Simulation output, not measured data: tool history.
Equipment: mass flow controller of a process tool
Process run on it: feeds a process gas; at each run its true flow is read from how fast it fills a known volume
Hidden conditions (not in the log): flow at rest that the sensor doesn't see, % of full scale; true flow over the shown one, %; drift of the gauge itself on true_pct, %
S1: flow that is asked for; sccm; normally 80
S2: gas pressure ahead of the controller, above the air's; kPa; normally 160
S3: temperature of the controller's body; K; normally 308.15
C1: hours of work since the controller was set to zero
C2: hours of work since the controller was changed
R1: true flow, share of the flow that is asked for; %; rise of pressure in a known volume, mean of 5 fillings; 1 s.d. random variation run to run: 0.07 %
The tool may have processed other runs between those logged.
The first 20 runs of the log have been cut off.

run,hour,S1,S2,S3,C1,C2,R1
21,2138.9,80,146,308.15,145,829,99.53
# hour 2202.9: controller's zero set anew, once more
22,2262.9,80,217,308.15,21,872,98.86
23,2358.6,160,165,307.15,54,905,99.92
24,2519.3,41,165,295.15,109,960,98.35
25,2671.9,47,165,304.15,162,1013,98.74
26,2815.2,47,165,304.15,211,1062,98.72
27,2967.1,36,211,303.15,264,1115,98.38
28,3085.7,36,211,303.15,305,1156,98.48
29,3165.5,69,207,297.15,332,1183,98.69
30,3243.3,69,207,297.15,359,1210,98.65
31,3402.2,69,207,297.15,414,1265,98.73
32,3542.4,69,207,297.15,462,1313,98.70
33,3683.4,35,212,308.15,511,1362,98.77
34,3811.2,35,212,308.15,555,1406,98.81
35,3937.4,46,208,302.15,598,1449,98.84
36,4078.2,67,208,308.15,647,1498,99.15
37,4247.2,67,208,308.15,705,1556,99.24
38,4334.7,28,276,305.15,735,1586,98.67
39,4449.4,41,277,305.15,775,1626,98.63
40,4573.9,41,277,305.15,818,1669,98.61
41,4731.8,161,231,300.15,872,1723,100.04
42,4892.7,161,231,300.15,928,1779,99.84
43,5027.8,161,231,300.15,974,1826,99.82
44,5103.8,43,238,304.15,1001,1852,98.91

Predict each of these 4 candidate next runs independently; none follows another, all start after run 44:
A,5233.5,28,238,304.15,1045,1896,?
B,5233.5,63,189,308.15,1045,1896,?
C,5233.5,100,238,304.15,1045,1896,?
D,5233.5,80,160,299.15,1045,1896,?

run,R1
A,99.03
B,99.46
C,99.27
D,99.41
With no hidden state in the tool, these same runs would have given:
run,R1
A,97.88
B,98.79
C,98.74
D,98.82
